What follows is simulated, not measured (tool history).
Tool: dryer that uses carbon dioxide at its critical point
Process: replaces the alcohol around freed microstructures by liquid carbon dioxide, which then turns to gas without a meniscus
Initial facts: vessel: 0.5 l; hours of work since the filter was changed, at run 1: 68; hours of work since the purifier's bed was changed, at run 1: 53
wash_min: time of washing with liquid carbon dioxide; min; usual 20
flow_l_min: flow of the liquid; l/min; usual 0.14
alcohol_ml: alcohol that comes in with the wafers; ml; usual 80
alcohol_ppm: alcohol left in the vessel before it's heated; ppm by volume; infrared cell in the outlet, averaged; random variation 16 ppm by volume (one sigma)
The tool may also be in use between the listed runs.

run   hour  wash_min  flow_l_min  alcohol_ml  hours of work since the filter was changed  hours of work since the purifier's bed was changed  alcohol_ppm
  1      0        20        0.14          80                                          68                                                  53         1205
  2   11.1        14        0.14          80                                          72                                                  56         5409
  3   25.9        14        0.14          80                                          77                                                  62         5335
  4   32.7        20        0.14         108                                          79                                                  64         1700
  5   43.3        20        0.14         108                                          83                                                  68         1700
  6   50.7        20        0.14          80                                          86                                                  70         1331
  7   63.1        20        0.14          80                                          90                                                  74         1321
  8   75.7        20        0.14          80                                          94                                                  79         1364
  9   83.7        20        0.14          80                                          97                                                  81         1357
 10   94.3        20        0.14          80                                         101                                                  85         1351
 11  109.3        20        0.14          96                                         106                                                  90         1591
 12  120.1        20        0.14          26                                         109                                                  94          484
 13  132.7        20        0.14          26                                         114                                                  98          481
 14  139.4        20       0.111          80                                         116                                                 101         4008
 15  146.4        20       0.111          80                                         119                                                 103         4035
 16  160.1        29       0.171          27                                         123                                                 108           26
 17  171.9        18        0.14          45                                         127                                                 112         1353
 18  180.7        18       0.111          25                                         130                                                 115         1858
 19  196.3        18       0.111          25                                         136                                                 120         1913

Alternative continuations, all from the tool just after run 19; predict every row:
  A  212.6        31       0.203          80                                         141                                                 126            ?
  B  212.6        15       0.172          74                                         141                                                 126            ?
  C  212.6        22       0.105         101                                         141                                                 126            ?
  D  212.6        18       0.127          42                                         141                                                 126            ?

run  alcohol_ppm
  A           28
  B         1972
  C         4665
  D         2008
Without the tool's hidden state the same runs would have given:
run  alcohol_ppm
  A           11
  B         1289
  C         3234
  D         1386

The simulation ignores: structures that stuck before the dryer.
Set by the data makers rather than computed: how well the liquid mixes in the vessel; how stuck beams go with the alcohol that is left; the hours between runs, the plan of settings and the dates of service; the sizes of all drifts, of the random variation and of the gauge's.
